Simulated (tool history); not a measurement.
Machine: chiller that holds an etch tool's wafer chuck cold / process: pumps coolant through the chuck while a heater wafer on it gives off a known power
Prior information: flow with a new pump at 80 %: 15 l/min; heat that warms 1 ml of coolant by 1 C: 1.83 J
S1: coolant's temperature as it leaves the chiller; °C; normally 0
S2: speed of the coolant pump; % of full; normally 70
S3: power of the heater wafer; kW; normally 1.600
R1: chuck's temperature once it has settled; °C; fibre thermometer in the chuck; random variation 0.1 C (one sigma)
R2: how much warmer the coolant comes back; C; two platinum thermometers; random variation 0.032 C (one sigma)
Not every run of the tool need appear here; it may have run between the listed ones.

{"run": 1, "day": 0.0, "S1": 0, "S2": 70, "S3": 1.6, "R1": 10.6, "R2": 4.05}
{"run": 2, "day": 1.775, "S1": 0, "S2": 70, "S3": 1.6, "R1": 10.7, "R2": 4.01}
{"run": 3, "day": 2.571, "S1": 0, "S2": 70, "S3": 1.6, "R1": 10.7, "R2": 4.05}
{"run": 4, "day": 4.454, "S1": 0, "S2": 65, "S3": 1.6, "R1": 11.2, "R2": 4.32}
{"run": 5, "day": 5.675, "S1": 0, "S2": 70, "S3": 1.6, "R1": 10.7, "R2": 3.95}
{"run": 6, "day": 7.433, "S1": 0, "S2": 68, "S3": 1.6, "R1": 10.7, "R2": 4.07}
{"run": 7, "day": 8.404, "S1": 0, "S2": 68, "S3": 1.6, "R1": 10.9, "R2": 4.03}
{"run": 8, "day": 10.229, "S1": 0, "S2": 68, "S3": 1.6, "R1": 10.8, "R2": 4.03}
{"run": 9, "day": 11.492, "S1": 0, "S2": 70, "S3": 1.6, "R1": 10.6, "R2": 3.85}
{"run": 10, "day": 13.062, "S1": 0, "S2": 70, "S3": 1.6, "R1": 10.7, "R2": 3.85}
{"run": 11, "day": 14.217, "S1": 0, "S2": 70, "S3": 1.022, "R1": 6.9, "R2": 2.35}
{"run": 12, "day": 15.788, "S1": 0, "S2": 70, "S3": 1.022, "R1": 6.8, "R2": 2.36}
{"run": 13, "day": 16.779, "S1": 0, "S2": 70, "S3": 1.022, "R1": 6.7, "R2": 2.36}
{"run": 14, "day": 17.912, "S1": 0, "S2": 70, "S3": 1.6, "R1": 10.4, "R2": 3.78}
{"run": 15, "day": 19.1, "S1": 0, "S2": 70, "S3": 1.6, "R1": 10.7, "R2": 3.8}
{"day": 20.029, "done": "gauge calibrated"}
{"run": 16, "day": 20.104, "S1": 0, "S2": 70, "S3": 1.6, "R1": 10.6, "R2": 3.96}
{"run": 17, "day": 21.7, "S1": -3, "S2": 90, "S3": 1.692, "R1": 6.5, "R2": 3.23}
{"run": 18, "day": 23.338, "S1": -5, "S2": 90, "S3": 0.839, "R1": -0.3, "R2": 1.53}
{"run": 19, "day": 25.092, "S1": -5, "S2": 90, "S3": 0.839, "R1": 0.0, "R2": 1.47}
{"run": 20, "day": 26.329, "S1": -5, "S2": 90, "S3": 0.839, "R1": -0.3, "R2": 1.54}
{"run": 21, "day": 27.85, "S1": -5, "S2": 90, "S3": 0.839, "R1": -0.2, "R2": 1.53}
{"run": 22, "day": 29.112, "S1": -10, "S2": 90, "S3": 1.393, "R1": -2.1, "R2": 2.5}
{"run": 23, "day": 29.971, "S1": 5, "S2": 75, "S3": 1.065, "R1": 11.9, "R2": 2.36}
{"run": 24, "day": 31.7, "S1": 5, "S2": 75, "S3": 1.065, "R1": 11.8, "R2": 2.26}
{"run": 25, "day": 32.958, "S1": 7, "S2": 75, "S3": 1.002, "R1": 13.5, "R2": 2.17}
{"day": 33.892, "done": "chiller's thermometer calibrated"}
{"run": 26, "day": 34.621, "S1": 7, "S2": 75, "S3": 1.002, "R1": 13.3, "R2": 2.18}
{"run": 27, "day": 35.675, "S1": -3, "S2": 62, "S3": 1.651, "R1": 9.0, "R2": 4.53}
{"run": 28, "day": 37.108, "S1": 5, "S2": 70, "S3": 2.112, "R1": 19.1, "R2": 5.13}
{"run": 29, "day": 38.117, "S1": 5, "S2": 81, "S3": 1.858, "R1": 16.2, "R2": 3.75}
{"run": 30, "day": 39.888, "S1": -8, "S2": 63, "S3": 1.6, "R1": 3.6, "R2": 4.24}
{"day": 41.617, "done": "gauge calibrated"}
{"run": 31, "day": 41.762, "S1": -8, "S2": 63, "S3": 1.6, "R1": 3.4, "R2": 4.55}

5 ways to go on from here, each from the tool as it stands after run 31. What would each give?
{"run": "A", "day": 43.038, "S1": 9, "S2": 91, "S3": 1.6, "R1": "?", "R2": "?"}
{"run": "B", "day": 43.038, "S1": 0, "S2": 72, "S3": 1.6, "R1": "?", "R2": "?"}
{"run": "C", "day": 43.038, "S1": -6, "S2": 69, "S3": 1.888, "R1": "?", "R2": "?"}
{"run": "D", "day": 43.038, "S1": -5, "S2": 70, "S3": 1.6, "R1": "?", "R2": "?"}
{"run": "E", "day": 43.038, "S1": 6, "S2": 66, "S3": 1.162, "R1": "?", "R2": "?"}

run=A R1=18.0 R2=2.98
run=B R1=10.5 R2=3.88
run=C R1=6.8 R2=4.87
run=D R1=5.7 R2=4.03
run=E R1=14.1 R2=3.11
Had the tool no hidden state, the same runs would have come out as:
run=A R1=17.9 R2=3.00
run=B R1=10.4 R2=3.90
run=C R1=6.7 R2=4.89
run=D R1=5.7 R2=4.05
run=E R1=14.1 R2=3.13
